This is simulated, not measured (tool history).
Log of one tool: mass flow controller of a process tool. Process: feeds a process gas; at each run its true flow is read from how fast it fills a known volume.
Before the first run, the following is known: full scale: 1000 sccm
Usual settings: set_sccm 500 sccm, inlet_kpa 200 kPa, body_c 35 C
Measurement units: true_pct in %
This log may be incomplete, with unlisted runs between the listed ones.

| run | hour | set_sccm | inlet_kpa | body_c | true_pct |
|---|---|---|---|---|---|
| 1 | 0 | 500 | 200 | 35 | 98.54 |
| 2 | 77.9 | 500 | 200 | 35 | 98.47 |
| 3 | 147.4 | 500 | 200 | 35 | 98.52 |
| 4 | 267.7 | 500 | 200 | 35 | 98.46 |
| 5 | 337.3 | 500 | 184 | 35 | 98.64 |
| 6 | 403.6 | 500 | 184 | 36 | 98.6 |
| 7 | 481.6 | 500 | 184 | 36 | 98.59 |
| 8 | 605.3 | 500 | 184 | 31 | 99.13 |
| 9 | 739.1 | 500 | 184 | 31 | 99.23 |
| 10 | 888.1 | 500 | 200 | 35 | 98.71 |
| 11 | 1034.2 | 500 | 200 | 31 | 99.18 |
| 12 | 1099.9 | 500 | 141 | 31 | 99.54 |
| 13 | 1233.9 | 500 | 141 | 31 | 99.38 |
| 14 | 1349.9 | 500 | 141 | 31 | 99.63 |
| 15 | 1462.4 | 743 | 200 | 35 | 99.07 |
| 16 | 1551.6 | 743 | 200 | 35 | 99.06 |
| 17 | 1686.7 | 194 | 200 | 22 | 100.36 |
| 18 | 1797 | 194 | 200 | 22 | 100.29 |
| 19 | 1865.4 | 194 | 200 | 22 | 100.4 |
|  | 1875.9 | controller's zero set anew |
| 20 | 1964.9 | 194 | 200 | 22 | 100.45 |
| 21 | 2082.1 | 194 | 200 | 22 | 100.62 |
| 22 | 2210.3 | 487 | 250 | 35 | 98.64 |
|  | 2231.1 | controller's zero set anew, once more |
| 23 | 2318.9 | 487 | 250 | 35 | 98.47 |
| 24 | 2416.3 | 487 | 250 | 35 | 98.33 |
| 25 | 2553.6 | 758 | 206 | 27 | 99.91 |
| 26 | 2686.7 | 758 | 206 | 27 | 99.78 |
| 27 | 2829.8 | 758 | 206 | 27 | 99.87 |
| 28 | 2908.9 | 540 | 174 | 35 | 99.05 |
| 29 | 3022.9 | 540 | 174 | 35 | 99.08 |
| 30 | 3104.5 | 687 | 197 | 21 | 100.35 |
| 31 | 3250 | 500 | 229 | 27 | 99.4 |

How would selected steps in true_pct from run to run divide? Give the signed amount a tool lacking its hidden state would still show from settings, what came in and random variation, and the signed amount left for the hidden state, including any gauge scatter that is not in both of the compared results.
Hidden conditions of the tool in this case: flow at rest that the sensor doesn't see, % of full scale; true flow over the shown one, %; drift of the gauge itself on true_pct, %.
Run 16 -> 17: set_sccm 743 -> 194, body_c 35 -> 22. true_pct +1.3 %: hidden state +0.64, all else +0.66.
Run 21 -> 22: set_sccm 194 -> 487, inlet_kpa 200 -> 250, body_c 22 -> 35. true_pct -1.98 %: hidden state -0.6, all else -1.38.
Run 22 -> 23: controller's zero set anew, once more. true_pct -0.17 %: hidden state -0.42, all else +0.25.
Run 24 -> 25: set_sccm 487 -> 758, inlet_kpa 250 -> 206, body_c 35 -> 27. true_pct +1.58 %: hidden state +0.02, all else +1.56.

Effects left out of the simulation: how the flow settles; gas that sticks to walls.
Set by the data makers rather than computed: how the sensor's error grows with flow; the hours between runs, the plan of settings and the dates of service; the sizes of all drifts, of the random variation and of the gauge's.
